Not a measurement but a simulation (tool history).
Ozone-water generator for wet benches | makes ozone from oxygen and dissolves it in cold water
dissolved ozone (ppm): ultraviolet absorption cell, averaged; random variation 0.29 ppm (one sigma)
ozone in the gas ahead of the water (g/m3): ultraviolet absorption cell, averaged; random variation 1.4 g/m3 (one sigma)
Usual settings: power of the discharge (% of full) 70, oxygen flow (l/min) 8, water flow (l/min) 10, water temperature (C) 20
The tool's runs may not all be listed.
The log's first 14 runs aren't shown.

run    hour  power of the discharge (% of full)  oxygen flow (l/min)  water flow (l/min)  water temperature (C)  hours of work since the electrodes were changed  hours of work since the contactor was cleaned  hours of work since the thermometer was calibrated  dissolved ozone (ppm)  ozone in the gas ahead of the water (g/m3)
 15  1073.1                                  70                    8                  10                     20                                             2067                                           7957                                                2630                   42.7                                       254.3
 16  1158.7                                  70                 4.91                  10                     20                                             2141                                           8031                                                2704                   47.9                                       333.7
     1189.1  -- contactor cleaned
 17  1226.2                                  70                    8                   6                     20                                             2196                                             32                                                2759                   54.5                                       250.3
 18    1275                                  78                    8                  10                     26                                             2238                                             74                                                2801                   40.7                                       270.4
 19  1358.1                                  78                 7.47                  13                     15                                             2310                                            146                                                2873                   46.6                                       279.6
 20    1411                                  78                 7.47                  13                     15                                             2355                                            192                                                2919                   45.6                                       280.5
 21  1487.1                                  78                 7.47                  13                     15                                             2421                                            258                                                2985                   45.8                                         279
 22  1555.1                                  60                 5.57                  10                     18                                             2480                                            317                                                3044                   46.7                                       285.8
 23    1634                                  60                 5.57                  10                     18                                             2548                                            385                                                3112                   46.3                                       286.6
 24  1723.4                                  70                  4.2                  10                     20                                             2626                                            462                                                3189                   51.7                                       365.1
 25  1811.9                                  79                    8                  13                     20                                             2702                                            539                                                3266                   41.2                                       269.8
 26  1863.4                                  79                 6.03                   8                     20                                             2747                                            583                                                3310                     57                                       320.3
     1876.5  -- water thermometer calibrated
 27  1936.7                                  79                 6.03                   8                     20                                             2810                                            646                                                  52                   56.8                                       315.9
 28  2010.6                                  92                 6.03                   8                     14                                             2874                                            710                                                 116                   70.6                                       342.6
 29  2078.4                                  92                 6.03                   8                     14                                             2932                                            769                                                 175                   70.3                                       343.4
 30  2136.5                                  75                    8                  10                     24                                             2983                                            819                                                 225                     42                                         261
 31    2196                                  75                    8                  10                     24                                             3034                                            870                                                 276                   41.6                                       258.7
 32  2245.8                                  96                    8                  10                     20                                             3077                                            914                                                 319                   52.4                                       299.7

5 ways to go on from here, each from the tool as it stands after run 32. What would each give?
  A  2316.6                                  57                    8                  10                     20                                             3138                                            975                                                 381                      ?                                           ?
  B  2316.6                                  70                 5.85                  14                     15                                             3138                                            975                                                 381                      ?                                           ?
  C  2316.6                                  76                    8                  10                     20                                             3138                                            975                                                 381                      ?                                           ?
  D  2316.6                                  43                    8                   8                     18                                             3138                                            975                                                 381                      ?                                           ?
  E  2316.6                                  96                 9.02                  10                     20                                             3138                                            975                                                 381                      ?                                           ?

run  dissolved ozone (ppm)  ozone in the gas ahead of the water (g/m3)
  A                   39.7                                       223.6
  B                   42.9                                       299.7
  C                   46.1                                         265
  D                   39.3                                       193.4
  E                   50.2                                       278.1
Without the tool's hidden state the same runs would have given:
run  dissolved ozone (ppm)  ozone in the gas ahead of the water (g/m3)
  A                     41                                       229.6
  B                   44.6                                       308.7
  C                   47.9                                       273.3
  D                   40.4                                       197.7
  E                   52.4                                       287.9

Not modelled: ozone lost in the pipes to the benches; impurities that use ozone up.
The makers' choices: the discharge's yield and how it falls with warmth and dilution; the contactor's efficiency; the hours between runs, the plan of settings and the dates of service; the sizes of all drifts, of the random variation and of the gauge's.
